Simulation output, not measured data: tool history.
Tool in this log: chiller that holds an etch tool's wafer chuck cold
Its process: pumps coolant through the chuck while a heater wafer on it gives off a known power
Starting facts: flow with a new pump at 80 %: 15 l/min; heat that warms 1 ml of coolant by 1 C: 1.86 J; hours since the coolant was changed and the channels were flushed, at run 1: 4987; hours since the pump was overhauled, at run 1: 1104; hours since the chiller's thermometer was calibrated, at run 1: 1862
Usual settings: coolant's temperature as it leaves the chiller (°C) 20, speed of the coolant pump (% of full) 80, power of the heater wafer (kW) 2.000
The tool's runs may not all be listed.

run	day	coolant's temperature as it leaves the chiller (°C)	speed of the coolant pump (% of full)	power of the heater wafer (kW)	hours since the coolant was changed and the channels were flushed	hours since the pump was overhauled	hours since the chiller's thermometer was calibrated	chuck's temperature once it has settled (°C)	how much warmer the coolant comes back (C)
1	0.000	20	80	2.000	4987	1104	1862	40.7	4.44
2	2.354	20	80	2.000	5044	1160	1919	40.7	4.39
3	3.583	20	80	2.000	5073	1190	1948	40.7	4.40
4	5.917	20	80	2.000	5129	1246	2004	40.7	4.43
5	7.725	20	80	2.000	5173	1289	2048	40.8	4.44
6	9.979	20	80	2.000	5227	1343	2102	41.0	4.44
7	12.242	20	80	2.000	5281	1398	2156	40.9	4.45
8	14.458	20	80	2.000	5334	1451	2210	41.2	4.46
9	15.517	14	80	2.000	5360	1476	2235	34.9	4.47
10	17.679	14	80	2.000	5412	1528	2287	35.0	4.49
11	19.950	14	80	2.000	5466	1583	2341	35.2	4.43
12	21.046	14	80	2.000	5492	1609	2368	35.2	4.47
13	22.983	20	80	2.000	5539	1655	2414	41.0	4.43
14	24.421	20	80	2.000	5574	1690	2449	41.3	4.46
15	25.858	20	80	2.000	5608	1724	2483	41.1	4.50
16	27.967	20	84	2.000	5659	1775	2534	40.6	4.21
17	30.238	16	80	2.200	5713	1829	2588	39.6	4.94
18	32.300	16	80	2.200	5763	1879	2638	39.3	4.92
19	33.308	12	74	1.602	5787	1903	2662	30.1	3.85
20	35.467	20	80	1.909	5839	1955	2714	40.4	4.23
21	37.646	15	80	2.307	5891	2007	2766	39.6	5.17
22	39.862	15	81	2.307	5944	2060	2819	39.5	5.15
23	41.062	18	71	2.081	5973	2089	2848	42.3	5.30
24	43.279	18	71	2.081	6026	2142	2901	42.4	5.22
25	44.642	18	71	2.081	6059	2175	2934	42.2	5.31
26	46.512	18	71	2.081	6104	2220	2979	42.3	5.27
27	47.871	13	98	2.478	6136	2253	3011	36.1	4.59

Each run again, without the hidden state but with its own random variation kept:
Hidden state at play: heat passed by the chuck's channels, % of clean ones'; flow at a given pump speed, % of a new pump's; coolant's true temperature over the reading, C; drift of the gauge itself on chuck_c, C; drift of the gauge itself on warmer_back_c, C.
run	chuck's temperature once it has settled (°C)	how much warmer the coolant comes back (C)
1	38.7	4.34
2	38.7	4.29
3	38.7	4.29
4	38.5	4.31
5	38.6	4.32
6	38.8	4.32
7	38.7	4.32
8	38.9	4.33
9	32.6	4.34
10	32.6	4.35
11	32.8	4.28
12	32.8	4.32
13	38.5	4.28
14	38.9	4.31
15	38.6	4.34
16	38.1	4.05
17	36.8	4.75
18	36.5	4.73
19	27.9	3.69
20	37.9	4.06
21	36.5	4.95
22	36.4	4.93
23	39.2	5.06
24	39.3	4.99
25	39.0	5.07
26	39.1	5.02
27	33.0	4.37
